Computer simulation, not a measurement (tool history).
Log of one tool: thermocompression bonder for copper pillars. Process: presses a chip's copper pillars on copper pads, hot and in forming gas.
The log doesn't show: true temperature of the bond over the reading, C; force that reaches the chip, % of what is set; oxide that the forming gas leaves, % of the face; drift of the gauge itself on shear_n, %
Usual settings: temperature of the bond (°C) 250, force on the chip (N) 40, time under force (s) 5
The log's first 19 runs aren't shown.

run,hour,temperature of the bond (°C),force on the chip (N),time under force (s),hours of work since the heater was calibrated,hours of work since the force cell was calibrated,hours of work since the gas filter was changed,force that shears a chip off (N)
20,1499.4,250,40,11,70,857,149,89.0
21,1581.7,232,25,5,111,899,191,34.5
22,1666.7,238,37,5,154,942,234,56.3
23,1730.9,244,35,3,187,975,267,49.1
24,1774.2,244,35,3,209,997,289,49.0
# hour 1804.6: forming gas filter changed
25,1872.0,244,35,3,258,1046,34,51.5
26,1972.4,263,40,5,309,1097,85,86.6
27,2023.7,249,40,9,335,1123,111,85.8
28,2082.1,264,42,5,365,1152,141,88.8
# hour 2159.1: force cell calibrated
29,2172.7,262,42,5,410,7,186,85.4
30,2229.7,245,42,15,439,36,215,92.6
31,2289.3,268,39,14,469,66,245,103.5
32,2354.0,238,35,14,502,99,278,74.9
# hour 2402.3: forming gas filter changed
33,2402.3,223,54,14,526,123,0,86.5
34,2451.0,223,54,14,551,148,25,86.9
35,2551.7,224,54,5,602,199,76,65.7
36,2646.9,278,33,5,650,247,124,88.2
37,2721.6,234,53,5,688,285,162,74.2
38,2781.9,234,53,5,719,316,193,74.6
39,2846.2,264,34,6,751,348,225,81.7
40,2941.3,236,30,5,799,396,273,47.9

Forecast each of these 3 alternatives for the next run:
# hour 3000.1: forming gas filter changed
A,3003.3,240,30,8,831,428,2,?
# hour 3000.1: forming gas filter changed
B,3003.3,270,40,5,831,428,2,?
# hour 3000.1: forming gas filter changed
C,3003.3,228,26,5,831,428,2,?

run,force that shears a chip off (N)
A,62.3
B,95.0
C,37.1
Without the tool's hidden state the same runs would have given:
run,force that shears a chip off (N)
A,55.4
B,88.8
C,32.1

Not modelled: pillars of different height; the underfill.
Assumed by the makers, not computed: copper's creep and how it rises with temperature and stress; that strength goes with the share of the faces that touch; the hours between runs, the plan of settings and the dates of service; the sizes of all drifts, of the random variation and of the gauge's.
